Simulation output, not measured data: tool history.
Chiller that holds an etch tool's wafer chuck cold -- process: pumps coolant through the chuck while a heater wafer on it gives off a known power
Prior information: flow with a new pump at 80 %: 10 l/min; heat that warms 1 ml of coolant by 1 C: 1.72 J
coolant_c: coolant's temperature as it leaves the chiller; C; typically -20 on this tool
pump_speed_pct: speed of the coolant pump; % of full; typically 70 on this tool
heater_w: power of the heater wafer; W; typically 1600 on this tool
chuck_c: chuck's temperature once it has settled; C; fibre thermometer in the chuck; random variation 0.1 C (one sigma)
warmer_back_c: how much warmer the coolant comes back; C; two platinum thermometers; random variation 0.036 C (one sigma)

run	hour	coolant_c	pump_speed_pct	heater_w	chuck_c	warmer_back_c
1	0	-20	70	1600	-4.3	6.45
2	20.3	-20	70	1600	-4.3	6.55
3	34	-20	70	1600	-4	6.52
4	57.8	-20	70	1600	-4.1	6.45
5	79.8	-20	70	1600	-4.2	6.49
6	98.2	-20	70	1600	-4.1	6.45
7	120.6	-20	70	1600	-4	6.55
8	145.6	-20	70	1600	-4.2	6.52
9	163.2	-20	70	1600	-4.2	6.49
10	176.8	-20	70	1600	-4.2	6.56
11	195.7	-20	70	902	-11.1	3.7
12	218.9	-20	76	902	-11.7	3.4
13	242.2	-20	76	902	-11.9	3.36
14	270.9	-20	76	902	-11.7	3.36
15	301.7	-20	70	994	-10.1	4.03
16	313.8	-24	70	1600	-7.9	6.52
17	338.7	-24	70	1600	-7.9	6.55
18	363	-11	67	1063	0.1	4.6
19	376.6	-11	67	1063	0.2	4.56
20	404.5	-11	67	1063	0	4.54
21	423.9	-11	67	1063	0.1	4.59
22	443.6	-18	67	1740	0	7.38
23	457.9	-20	67	1740	-1.7	7.44
24	472.5	-20	76	1327	-7.5	4.92
25	492.3	-20	76	1327	-7.4	4.99
26	508.3	-10	73	2391	13.3	9.37
27	523.5	-20	60	2151	4.6	10.44
28	540.8	-20	98	1600	-7.9	4.58
29	556.5	-25	70	1600	-9	6.54
30	584.4	-25	81	811	-17.6	2.83
31	600.3	-23	96	1600	-10.5	4.66

Not shown here: 2 entries made in the log between runs. Locate each between two listed runs and compare the hidden state at the listed run before it with the hidden state at the listed run after it:
Logged between run 9 and run 10: chiller's thermometer calibrated (hour 165.9)
  flow at a given pump speed, % of a new pump's: 98.9 -> 98.8; coolant's true temperature over the reading, C: -0.18 -> -0.22
  measured less the result without the state, chuck_c: +0.4 -> +0.4 C; warmer_back_c: +0.07 -> +0.07 C
Logged between run 14 and run 15: chiller's thermometer calibrated, once more (hour 289.2)
  coolant's true temperature over the reading, C: -0.24 -> -0.04
  measured less the result without the state, chuck_c: +0.1 -> +0.4 C; warmer_back_c: +0.04 -> +0.05 C
